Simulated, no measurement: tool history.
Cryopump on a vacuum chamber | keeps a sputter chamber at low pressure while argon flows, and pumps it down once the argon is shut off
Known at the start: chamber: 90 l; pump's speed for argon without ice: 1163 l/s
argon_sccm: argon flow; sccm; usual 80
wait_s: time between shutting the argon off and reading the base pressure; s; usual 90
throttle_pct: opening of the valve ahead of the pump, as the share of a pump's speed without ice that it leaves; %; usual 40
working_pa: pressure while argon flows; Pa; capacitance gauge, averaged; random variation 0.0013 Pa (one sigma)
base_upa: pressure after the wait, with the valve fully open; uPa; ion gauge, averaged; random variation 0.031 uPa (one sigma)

run   hour  argon_sccm  wait_s  throttle_pct  working_pa  base_upa
  1      0          80      90            40      0.3027       2.3
  2   17.4          80      90            40      0.3018      2.34
  3   45.4          80      90            40      0.3041       2.3
  4   71.8          80      90            40      0.3028      2.29
  5   92.6         158      90            40      0.6003      2.39
  6  107.8         158      90            40         0.6      2.36
  7  132.5         158      90            40       0.601      2.44
  8  153.6          80      31            40      0.3049      4.76
  9  183.6          80      31            40      0.3048      4.94
 10  212.4          97      31            40      0.3742      4.91
 11  232.9          97      31            40      0.3729      4.84
 12    261          97      31            40      0.3721       4.9
 13  283.9          97      31            40      0.3757      4.89
 14  296.6          97      31            40      0.3764      4.89
 15  314.6          97      31            40       0.377      4.83
 16    343          97      31            40      0.3758      4.92
 17    356          97      31            40      0.3812      4.98
 18  375.9          97      31            40      0.3746      4.86
 19  397.3          59     298            34      0.2674      1.55
 20  425.8          76     116            30      0.3905       2.2
 21  441.6          76     116            30      0.3873      2.23
 22  454.1         108      90            31      0.5389       2.6
 23  469.4         108      90            31      0.5355      2.56
 24  488.9         108      90            31      0.5375      2.64
 25  518.5         108      22            57      0.3095      6.81
 26  548.1         108      22            57      0.3079      6.81
 27  568.8         108      62            51      0.3436      3.21
 28  594.9          80     166            40      0.3168      2.11
 29  615.6         152      27            39       0.617      5.69
 30    646          33     201            52      0.1049         2
 31  675.2          86      21            32       0.422      6.95
 32  690.1          81      67            40      0.3241      3.25
 33    714          80     129            40      0.3208      2.33
 34    729          46     129            22      0.3219      2.39

4 ways to go on from here, each from the tool as it stands after run 34. What would each give?
  A  745.6          80      39            21           ?         ?
  B  745.6          33      51            40           ?         ?
  C  745.6          89      26            19           ?         ?
  D  745.6          80      22            28           ?         ?

run  working_pa  base_upa
  A      0.5789      4.42
  B      0.1334      3.76
  C      0.7156      5.88
  D      0.4484      6.73
Without the tool's hidden state the same runs would have given:
run  working_pa  base_upa
  A      0.5483       3.2
  B      0.1207      2.52
  C      0.6813      4.66
  D      0.4173       5.5

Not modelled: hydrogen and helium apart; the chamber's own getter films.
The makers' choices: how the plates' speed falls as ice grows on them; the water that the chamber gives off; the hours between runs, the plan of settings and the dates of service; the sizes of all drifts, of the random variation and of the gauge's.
